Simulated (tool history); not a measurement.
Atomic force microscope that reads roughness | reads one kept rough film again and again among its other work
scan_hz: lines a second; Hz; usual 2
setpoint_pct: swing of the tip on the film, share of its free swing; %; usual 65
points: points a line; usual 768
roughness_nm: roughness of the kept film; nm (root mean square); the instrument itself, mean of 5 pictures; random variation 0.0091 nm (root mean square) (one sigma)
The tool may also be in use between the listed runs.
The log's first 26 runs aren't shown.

run	hour	scan_hz	setpoint_pct	points	pictures with this tip	hours of work since the height scale was calibrated	roughness_nm
27	399.3	1.55	67	979	24	357	1.877
28	410	3.17	82	553	34	362	1.565
29	423.5	3.17	63	452	47	368	1.717
30	435.7	1.02	78	981	58	373	1.693
31	445.1	0.51	88	665	67	377	1.681
# hour 448.2: new tip fitted
32	453.4	1	87	877	5	381	1.927
33	461.5	2.98	81	768	12	384	1.715
34	477.9	0.7	89	768	28	391	1.827
35	486.7	1.45	63	1010	36	395	1.861
36	503.1	1.45	63	1010	52	402	1.779
# hour 522.1: new tip fitted
37	522.1	2	77	768	0	411	1.912
38	537.2	2	58	430	15	417	1.952
39	548.8	2	58	430	26	422	1.875
40	566.6	2	58	430	43	430	1.786
41	579.9	0.52	68	730	55	436	1.78
42	593.6	0.85	68	298	68	442	1.679
# hour 595.1: new tip fitted
43	611.1	0.85	68	298	15	449	1.947
44	627.9	0.85	75	292	31	457	1.828
45	636.3	1.39	75	519	39	460	1.761
46	649.3	2.52	57	265	52	466	1.723
47	658.9	2.52	57	265	61	470	1.686
# hour 668.2: new tip fitted
48	670.7	2.52	57	265	2	475	2.003
49	680	2.52	57	265	11	479	1.952

Forecast each of these 4 alternatives for the next run:
A	697.8	2.79	57	342	28	487	?
B	697.8	1.12	65	768	28	487	?
C	697.8	1.46	61	624	28	487	?
D	697.8	1.86	79	281	28	487	?

run	roughness_nm
A	1.86
B	1.878
C	1.911
D	1.735
Without the tool's hidden state the same runs would have given:
run	roughness_nm
A	2.034
B	2.055
C	2.09
D	1.898

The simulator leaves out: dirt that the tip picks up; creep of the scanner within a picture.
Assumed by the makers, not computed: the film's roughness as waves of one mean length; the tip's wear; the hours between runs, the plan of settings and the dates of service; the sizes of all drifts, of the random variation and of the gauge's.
